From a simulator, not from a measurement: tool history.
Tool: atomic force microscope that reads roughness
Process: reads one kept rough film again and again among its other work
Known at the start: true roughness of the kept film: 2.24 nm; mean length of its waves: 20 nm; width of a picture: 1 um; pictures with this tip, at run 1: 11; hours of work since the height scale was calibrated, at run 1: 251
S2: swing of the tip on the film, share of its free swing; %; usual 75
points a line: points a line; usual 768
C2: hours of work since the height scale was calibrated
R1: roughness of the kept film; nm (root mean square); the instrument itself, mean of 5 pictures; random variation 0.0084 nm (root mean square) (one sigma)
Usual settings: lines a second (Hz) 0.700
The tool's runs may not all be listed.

{"run": 1, "hour": 0.0, "lines a second (Hz)": 0.7, "S2": 75, "points a line": 768, "pictures with this tip": 11, "C2": 251, "R1": 1.824}
{"run": 2, "hour": 51.0, "lines a second (Hz)": 0.7, "S2": 75, "points a line": 768, "pictures with this tip": 55, "C2": 272, "R1": 1.711}
{"run": 3, "hour": 90.6, "lines a second (Hz)": 0.7, "S2": 75, "points a line": 768, "pictures with this tip": 88, "C2": 288, "R1": 1.637}
{"run": 4, "hour": 128.1, "lines a second (Hz)": 1.897, "S2": 75, "points a line": 768, "pictures with this tip": 120, "C2": 303, "R1": 1.463}
{"run": 5, "hour": 175.3, "lines a second (Hz)": 0.7, "S2": 75, "points a line": 768, "pictures with this tip": 161, "C2": 322, "R1": 1.483}
{"run": 6, "hour": 219.8, "lines a second (Hz)": 0.7, "S2": 75, "points a line": 768, "pictures with this tip": 198, "C2": 341, "R1": 1.44}
{"run": 7, "hour": 270.1, "lines a second (Hz)": 0.7, "S2": 75, "points a line": 768, "pictures with this tip": 241, "C2": 361, "R1": 1.362}
{"hour": 306.1, "done": "new tip fitted"}
{"run": 8, "hour": 322.3, "lines a second (Hz)": 0.7, "S2": 75, "points a line": 768, "pictures with this tip": 14, "C2": 382, "R1": 1.816}
{"run": 9, "hour": 344.1, "lines a second (Hz)": 0.7, "S2": 75, "points a line": 768, "pictures with this tip": 33, "C2": 391, "R1": 1.781}
{"run": 10, "hour": 395.5, "lines a second (Hz)": 0.7, "S2": 75, "points a line": 768, "pictures with this tip": 77, "C2": 412, "R1": 1.68}
{"run": 11, "hour": 443.5, "lines a second (Hz)": 0.7, "S2": 75, "points a line": 768, "pictures with this tip": 117, "C2": 432, "R1": 1.588}
{"run": 12, "hour": 470.9, "lines a second (Hz)": 0.7, "S2": 75, "points a line": 768, "pictures with this tip": 141, "C2": 443, "R1": 1.545}
{"run": 13, "hour": 493.4, "lines a second (Hz)": 0.7, "S2": 75, "points a line": 768, "pictures with this tip": 160, "C2": 452, "R1": 1.511}
{"run": 14, "hour": 523.5, "lines a second (Hz)": 0.7, "S2": 75, "points a line": 768, "pictures with this tip": 185, "C2": 464, "R1": 1.458}
{"hour": 526.8, "done": "height scale calibrated on a step standard"}
{"run": 15, "hour": 564.6, "lines a second (Hz)": 0.7, "S2": 75, "points a line": 768, "pictures with this tip": 220, "C2": 15, "R1": 1.41}
{"run": 16, "hour": 594.8, "lines a second (Hz)": 0.7, "S2": 75, "points a line": 768, "pictures with this tip": 245, "C2": 28, "R1": 1.377}
{"hour": 601.7, "done": "height scale calibrated on a step standard, once more"}
{"hour": 627.5, "done": "new tip fitted"}
{"run": 17, "hour": 636.6, "lines a second (Hz)": 0.7, "S2": 75, "points a line": 768, "pictures with this tip": 8, "C2": 14, "R1": 1.819}
{"run": 18, "hour": 666.6, "lines a second (Hz)": 0.7, "S2": 75, "points a line": 768, "pictures with this tip": 33, "C2": 26, "R1": 1.758}
{"run": 19, "hour": 708.3, "lines a second (Hz)": 0.7, "S2": 75, "points a line": 768, "pictures with this tip": 69, "C2": 43, "R1": 1.683}
{"run": 20, "hour": 731.5, "lines a second (Hz)": 0.7, "S2": 75, "points a line": 768, "pictures with this tip": 88, "C2": 53, "R1": 1.631}
{"run": 21, "hour": 777.4, "lines a second (Hz)": 3.229, "S2": 75, "points a line": 768, "pictures with this tip": 127, "C2": 71, "R1": 1.341}
{"run": 22, "hour": 807.7, "lines a second (Hz)": 3.229, "S2": 75, "points a line": 768, "pictures with this tip": 153, "C2": 84, "R1": 1.316}
{"run": 23, "hour": 830.7, "lines a second (Hz)": 0.524, "S2": 72, "points a line": 594, "pictures with this tip": 173, "C2": 93, "R1": 1.496}
{"run": 24, "hour": 857.0, "lines a second (Hz)": 0.57, "S2": 75, "points a line": 752, "pictures with this tip": 195, "C2": 104, "R1": 1.433}
{"run": 25, "hour": 895.7, "lines a second (Hz)": 0.668, "S2": 63, "points a line": 414, "pictures with this tip": 228, "C2": 120, "R1": 1.389}
{"run": 26, "hour": 928.9, "lines a second (Hz)": 0.671, "S2": 71, "points a line": 293, "pictures with this tip": 256, "C2": 133, "R1": 1.333}
{"hour": 946.9, "done": "new tip fitted"}
{"run": 27, "hour": 971.1, "lines a second (Hz)": 1.599, "S2": 72, "points a line": 768, "pictures with this tip": 21, "C2": 150, "R1": 1.73}
{"run": 28, "hour": 1007.3, "lines a second (Hz)": 3.492, "S2": 67, "points a line": 481, "pictures with this tip": 52, "C2": 165, "R1": 1.58}
{"run": 29, "hour": 1049.2, "lines a second (Hz)": 0.537, "S2": 58, "points a line": 977, "pictures with this tip": 87, "C2": 182, "R1": 1.71}
{"run": 30, "hour": 1070.4, "lines a second (Hz)": 0.537, "S2": 58, "points a line": 977, "pictures with this tip": 105, "C2": 191, "R1": 1.667}
{"run": 31, "hour": 1104.8, "lines a second (Hz)": 0.537, "S2": 58, "points a line": 977, "pictures with this tip": 135, "C2": 205, "R1": 1.603}
{"run": 32, "hour": 1145.1, "lines a second (Hz)": 0.537, "S2": 58, "points a line": 977, "pictures with this tip": 169, "C2": 221, "R1": 1.536}
{"run": 33, "hour": 1186.0, "lines a second (Hz)": 0.537, "S2": 58, "points a line": 977, "pictures with this tip": 204, "C2": 238, "R1": 1.475}
{"run": 34, "hour": 1210.2, "lines a second (Hz)": 0.7, "S2": 69, "points a line": 1020, "pictures with this tip": 224, "C2": 248, "R1": 1.413}
{"run": 35, "hour": 1237.5, "lines a second (Hz)": 0.7, "S2": 69, "points a line": 292, "pictures with this tip": 247, "C2": 259, "R1": 1.354}
{"hour": 1265.8, "done": "new tip fitted"}
{"run": 36, "hour": 1289.1, "lines a second (Hz)": 1.182, "S2": 82, "points a line": 521, "pictures with this tip": 20, "C2": 280, "R1": 1.675}
{"run": 37, "hour": 1313.4, "lines a second (Hz)": 1.313, "S2": 76, "points a line": 363, "pictures with this tip": 41, "C2": 289, "R1": 1.656}
{"run": 38, "hour": 1363.4, "lines a second (Hz)": 1.313, "S2": 76, "points a line": 363, "pictures with this tip": 83, "C2": 310, "R1": 1.559}
{"run": 39, "hour": 1400.8, "lines a second (Hz)": 1.144, "S2": 74, "points a line": 311, "pictures with this tip": 115, "C2": 325, "R1": 1.502}
{"run": 40, "hour": 1444.0, "lines a second (Hz)": 1.144, "S2": 74, "points a line": 311, "pictures with this tip": 152, "C2": 343, "R1": 1.464}
{"run": 41, "hour": 1480.5, "lines a second (Hz)": 0.908, "S2": 62, "points a line": 948, "pictures with this tip": 183, "C2": 358, "R1": 1.503}
{"run": 42, "hour": 1530.6, "lines a second (Hz)": 0.7, "S2": 75, "points a line": 583, "pictures with this tip": 225, "C2": 378, "R1": 1.404}
{"run": 43, "hour": 1576.3, "lines a second (Hz)": 0.742, "S2": 62, "points a line": 401, "pictures with this tip": 264, "C2": 397, "R1": 1.363}

4 ways to go on from here, each from the tool as it stands after run 43. What would each give?
{"hour": 1583.2, "done": "new tip fitted"}
{"run": "A", "hour": 1610.0, "lines a second (Hz)": 3.617, "S2": 75, "points a line": 768, "pictures with this tip": 23, "C2": 410, "R1": "?"}
{"hour": 1583.2, "done": "new tip fitted"}
{"run": "B", "hour": 1610.0, "lines a second (Hz)": 0.742, "S2": 64, "points a line": 550, "pictures with this tip": 23, "C2": 410, "R1": "?"}
{"hour": 1583.2, "done": "new tip fitted"}
{"run": "C", "hour": 1610.0, "lines a second (Hz)": 0.757, "S2": 75, "points a line": 768, "pictures with this tip": 23, "C2": 410, "R1": "?"}
{"hour": 1583.2, "done": "new tip fitted"}
{"run": "D", "hour": 1610.0, "lines a second (Hz)": 2.395, "S2": 78, "points a line": 275, "pictures with this tip": 23, "C2": 410, "R1": "?"}

run=A R1=1.515
run=B R1=1.820
run=C R1=1.792
run=D R1=1.540
Without the tool's hidden state the same runs would have given:
run=A R1=1.569
run=B R1=1.884
run=C R1=1.855
run=D R1=1.594
